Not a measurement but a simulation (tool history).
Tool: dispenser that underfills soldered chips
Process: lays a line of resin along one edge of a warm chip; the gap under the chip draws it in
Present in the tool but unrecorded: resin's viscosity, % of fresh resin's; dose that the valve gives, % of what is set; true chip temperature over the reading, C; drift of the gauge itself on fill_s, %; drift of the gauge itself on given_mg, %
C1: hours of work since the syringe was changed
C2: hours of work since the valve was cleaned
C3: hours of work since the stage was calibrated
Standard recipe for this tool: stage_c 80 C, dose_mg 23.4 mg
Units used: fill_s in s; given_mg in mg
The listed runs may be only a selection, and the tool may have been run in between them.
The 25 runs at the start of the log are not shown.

At hour 292.7: new syringe of resin.
Run 26, hour 298.2: usual settings but stage_c 68 C, dose_mg 26.9 mg; C1 4; C2 102; C3 342. Result: fill_s 109.2 s, given_mg 26.07 mg.
At hour 303.8: new syringe of resin.
Run 27, hour 309: usual settings but stage_c 68 C, dose_mg 26.9 mg; C1 4; C2 110; C3 350. Result: fill_s 109.3 s, given_mg 25.93 mg.
At hour 314.5: new syringe of resin.
At hour 322: dispensing valve cleaned and set on the balance.
Run 28, hour 322: usual settings but stage_c 69 C, dose_mg 27.5 mg; C1 5; C2 0; C3 359. Result: fill_s 113.3 s, given_mg 27.55 mg.
At hour 326.6: new syringe of resin.
Run 29, hour 336.4: usual settings but stage_c 71 C, dose_mg 20.7 mg; C1 7; C2 10; C3 369. Result: fill_s 139.6 s, given_mg 20.59 mg.
At hour 337.4: new syringe of resin.
Run 30, hour 345: usual settings but stage_c 77 C, dose_mg 24.2 mg; C1 6; C2 17; C3 375. Result: fill_s 88.5 s, given_mg 24.12 mg.
At hour 348.9: new syringe of resin.
Run 31, hour 355.6: usual settings but stage_c 92 C, dose_mg 20.8 mg; C1 5; C2 24; C3 383. Result: fill_s 51.5 s, given_mg 20.67 mg.
At hour 360.3: new syringe of resin.
At hour 371.1: new syringe of resin.
Run 32, hour 372.4: usual settings but stage_c 88 C, dose_mg 20.8 mg; C1 1; C2 36; C3 395. Result: fill_s 41.6 s, given_mg 20.61 mg.
At hour 382.4: new syringe of resin.
Run 33, hour 385.7: usual settings but stage_c 84 C, dose_mg 27.7 mg; C1 2; C2 46; C3 405. Result: fill_s 51.1 s, given_mg 27.41 mg.
At hour 393.1: new syringe of resin.
Run 34, hour 393.2: usual settings but stage_c 84 C, dose_mg 27.7 mg; C1 0; C2 51; C3 410. Result: fill_s 40.6 s, given_mg 27.35 mg.

Forecast each of these 4 alternatives for the next run:
At hour 404.2: new syringe of resin.
Run A, hour 408: usual settings but stage_c 71 C, dose_mg 25.4 mg; C1 3; C2 62; C3 421. Result: fill_s ?, given_mg ?.
At hour 404.2: new syringe of resin.
Run B, hour 408: usual settings but stage_c 82 C, dose_mg 26.7 mg; C1 3; C2 62; C3 421. Result: fill_s ?, given_mg ?.
At hour 404.2: new syringe of resin.
Run C, hour 408: usual settings but dose_mg 25.7 mg; C1 3; C2 62; C3 421. Result: fill_s ?, given_mg ?.
At hour 404.2: new syringe of resin.
Run D, hour 408: usual settings but stage_c 76 C, dose_mg 21.2 mg; C1 3; C2 62; C3 421. Result: fill_s ?, given_mg ?.

run  fill_s  given_mg
  A    85.3     24.93
  B    55.9     26.23
  C    60.7     25.21
  D    74.5     20.85
The same runs, with their run-to-run variation unchanged, on a tool lacking any hidden condition would have given:
run  fill_s  given_mg
  A    73.9     25.37
  B    48.2     26.69
  C    52.3     25.66
  D    64.1     21.22

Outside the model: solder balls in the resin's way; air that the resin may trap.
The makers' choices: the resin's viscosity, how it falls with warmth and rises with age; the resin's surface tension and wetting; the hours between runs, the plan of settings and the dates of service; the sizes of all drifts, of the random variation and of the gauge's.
